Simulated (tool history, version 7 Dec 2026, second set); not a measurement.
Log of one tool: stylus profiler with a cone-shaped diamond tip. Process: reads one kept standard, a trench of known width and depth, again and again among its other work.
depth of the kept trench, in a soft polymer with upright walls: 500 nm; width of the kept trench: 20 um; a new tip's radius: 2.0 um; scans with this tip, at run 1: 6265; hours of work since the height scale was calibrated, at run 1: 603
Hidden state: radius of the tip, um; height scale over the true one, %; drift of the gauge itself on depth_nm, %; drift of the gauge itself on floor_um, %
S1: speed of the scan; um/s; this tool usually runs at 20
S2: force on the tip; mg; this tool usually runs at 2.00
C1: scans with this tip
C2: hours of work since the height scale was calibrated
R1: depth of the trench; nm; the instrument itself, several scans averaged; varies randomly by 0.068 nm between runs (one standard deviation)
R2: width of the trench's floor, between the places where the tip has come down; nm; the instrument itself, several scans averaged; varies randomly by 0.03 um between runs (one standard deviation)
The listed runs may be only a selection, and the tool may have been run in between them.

run   hour  S1    S2    C1   C2      R1     R2
  1    0.0  20  2.00  6265  603  506.76  17200
  2   18.9  20  1.12  6411  617  504.66  17230
  3   38.8  20  1.12  6564  632  504.76  17170
  4   59.0  20  1.12  6720  647  504.58  17250
  5   84.9  20  2.00  6920  666  506.93  17240
  6  103.1  20  2.00  7060  679  506.64  17170
  7  122.5  20  2.00  7210  694  506.67  17230
  8  149.2  20  2.00  7416  714  506.82  17190
  9  163.3  20  2.00  7525  724  506.67  17250
 10  181.0  20  2.00  7661  737  506.63  17170
 11  208.3  20  2.90  7872  757  508.62  17270
 12  240.1  20  2.90  8117  781  508.64  17250
 13  260.2  20  2.90  8272  796  508.83  17190
 14  283.6  20  2.90  8453  813  508.56  17250
 15  312.7  20  2.90  8677  835  508.56  17230
 16  343.0  32  2.19  8910  857  507.19  17170
 17  370.3  13  0.87  9122  878  503.68  17250
 18  394.9  49  2.39  9311  896  507.62  17080
 19  412.8  42  4.46  9449  909  511.62  17250
 20  433.2  42  4.46  9606  924  511.56  17190
 21  447.4  42  4.46  9716  935  511.62  17170
 22  465.0  53  4.78  9852  948  512.11  17170
 23  480.1  53  4.78  9968  959  512.11  17130
     491.7  -- new tip fitted, height scale calibrated
 24  510.1  53  4.78   141   14  512.21  17170
 25  528.4  53  4.78   282   27  512.20  17190
 26  553.9  14  5.39   479   46  513.23  17330
 27  567.1  13  2.00   581   56  506.62  17240
 28  591.2  13  2.00   767   74  506.83  17230
 29  622.4   7  1.45  1007   97  505.51  17290
 30  638.0  36  2.39  1128  109  507.67  17240

What would each run have given without the hidden state, its run-to-run variation left as it was?
run     R2
  1  17210
  2  17240
  3  17190
  4  17260
  5  17260
  6  17190
  7  17240
  8  17200
  9  17260
 10  17180
 11  17290
 12  17270
 13  17210
 14  17270
 15  17250
 16  17190
 17  17270
 18  17100
 19  17270
 20  17220
 21  17200
 22  17190
 23  17150
 24  17170
 25  17190
 26  17330
 27  17250
 28  17230
 29  17290
 30  17240
For R1, the value without the hidden state is never more than 0.02 nm from the measured value.
